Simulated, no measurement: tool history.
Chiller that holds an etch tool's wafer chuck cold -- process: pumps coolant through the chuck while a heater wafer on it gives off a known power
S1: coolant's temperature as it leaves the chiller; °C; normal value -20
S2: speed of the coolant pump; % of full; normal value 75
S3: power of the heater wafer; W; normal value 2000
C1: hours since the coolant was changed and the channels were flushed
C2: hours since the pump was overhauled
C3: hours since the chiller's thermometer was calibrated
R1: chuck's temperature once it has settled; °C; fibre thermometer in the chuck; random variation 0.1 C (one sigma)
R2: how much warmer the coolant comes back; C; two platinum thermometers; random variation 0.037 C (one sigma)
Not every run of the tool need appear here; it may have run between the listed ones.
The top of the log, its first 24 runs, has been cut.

{"run": 25, "hour": 901.5, "S1": -24, "S2": 85, "S3": 1392, "C1": 4359, "C2": 2677, "C3": 3280, "R1": -7.3, "R2": 4.38}
{"hour": 917.2, "done": "chiller's thermometer calibrated"}
{"run": 26, "hour": 933.3, "S1": -29, "S2": 85, "S3": 1392, "C1": 4390, "C2": 2708, "C3": 16, "R1": -12.5, "R2": 4.43}
{"run": 27, "hour": 979.7, "S1": -21, "S2": 83, "S3": 2163, "C1": 4436, "C2": 2754, "C3": 63, "R1": 5.1, "R2": 7.04}
{"run": 28, "hour": 1023.3, "S1": -16, "S2": 75, "S3": 1479, "C1": 4480, "C2": 2798, "C3": 106, "R1": 3.6, "R2": 5.33}
{"run": 29, "hour": 1049.3, "S1": -20, "S2": 75, "S3": 2205, "C1": 4506, "C2": 2824, "C3": 132, "R1": 9.3, "R2": 7.94}
{"run": 30, "hour": 1101.2, "S1": -20, "S2": 75, "S3": 2205, "C1": 4558, "C2": 2876, "C3": 184, "R1": 9.1, "R2": 7.9}
{"run": 31, "hour": 1153.9, "S1": -26, "S2": 98, "S3": 1167, "C1": 4610, "C2": 2928, "C3": 237, "R1": -13.8, "R2": 3.23}
{"run": 32, "hour": 1187.5, "S1": -26, "S2": 62, "S3": 1167, "C1": 4644, "C2": 2962, "C3": 270, "R1": -7.5, "R2": 5.03}

Branching from run 32: 3 alternative next runs. What would each branch give?
{"run": "A", "hour": 1240.2, "S1": -18, "S2": 63, "S3": 2000, "C1": 4697, "C2": 3015, "C3": 323, "R1": "?", "R2": "?"}
{"run": "B", "hour": 1240.2, "S1": -26, "S2": 60, "S3": 1700, "C1": 4697, "C2": 3015, "C3": 323, "R1": "?", "R2": "?"}
{"run": "C", "hour": 1240.2, "S1": -27, "S2": 83, "S3": 2124, "C1": 4697, "C2": 3015, "C3": 323, "R1": "?", "R2": "?"}

run=A R1=12.6 R2=8.5
run=B R1=1.4 R2=7.61
run=C R1=-1.1 R2=6.88
Without the tool's unlogged condition, the same runs would have read:
run=A R1=12.6 R2=8.5
run=B R1=1.4 R2=7.61
run=C R1=-1.1 R2=6.88

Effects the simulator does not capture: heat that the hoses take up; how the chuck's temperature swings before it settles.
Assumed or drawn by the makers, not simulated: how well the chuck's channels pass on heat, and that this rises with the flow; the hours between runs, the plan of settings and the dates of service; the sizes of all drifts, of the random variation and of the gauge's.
